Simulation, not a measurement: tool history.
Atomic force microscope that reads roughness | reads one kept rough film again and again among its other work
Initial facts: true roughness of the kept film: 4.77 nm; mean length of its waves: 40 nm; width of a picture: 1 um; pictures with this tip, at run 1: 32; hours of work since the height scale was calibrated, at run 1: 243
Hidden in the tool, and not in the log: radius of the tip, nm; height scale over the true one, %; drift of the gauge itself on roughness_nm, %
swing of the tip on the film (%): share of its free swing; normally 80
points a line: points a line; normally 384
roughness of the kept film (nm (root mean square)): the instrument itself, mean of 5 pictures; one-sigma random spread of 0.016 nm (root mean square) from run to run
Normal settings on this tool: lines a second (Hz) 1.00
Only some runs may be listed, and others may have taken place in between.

run	day	lines a second (Hz)	swing of the tip on the film (%)	points a line	pictures with this tip	hours of work since the height scale was calibrated	roughness of the kept film (nm (root mean square))
1	0.000	1.00	80	384	32	243	3.416
2	0.525	1.00	80	384	44	249	3.246
3	0.975	1.00	75	384	54	254	3.168
4	1.550	1.00	80	494	67	261	2.993
# day 1.888: new tip fitted
5	2.188	1.00	80	384	7	268	3.803
6	2.604	1.00	80	384	16	273	3.682
7	3.129	1.00	80	334	28	279	3.485
8	3.646	1.00	80	334	40	285	3.318
9	4.254	1.00	80	334	54	292	3.140
10	4.788	1.00	80	740	66	298	3.017
# day 5.162: new tip fitted
11	5.379	0.77	56	272	5	304	4.047
12	5.983	1.00	80	570	18	311	3.625
13	6.271	1.67	64	339	25	315	3.601
# day 6.354: height scale calibrated on a step standard
14	6.704	1.23	68	384	34	4	3.485
15	7.254	1.23	68	384	46	10	3.310
16	7.804	1.23	68	384	59	17	3.140
17	8.292	1.46	71	755	70	22	2.988
# day 8.483: new tip fitted
18	8.775	1.46	71	755	6	28	3.839
19	9.158	1.46	71	755	15	32	3.686

Some steps in roughness of the kept film (nm (root mean square)) between neighbouring runs. How much of each would the tool show without its hidden state too (settings, what came in, random variation), and how much is left for the hidden state, with any gauge scatter that isn't in both results?
Run 10 -> 11: lines a second (Hz) 1.00 -> 0.77, swing of the tip on the film (%) 80 -> 56, points a line 740 -> 272, new tip fitted. roughness of the kept film (nm (root mean square)) +1.030: hidden state +0.847, all else +0.183.
Run 17 -> 18: new tip fitted. roughness of the kept film (nm (root mean square)) +0.851: hidden state +0.879, all else -0.028.
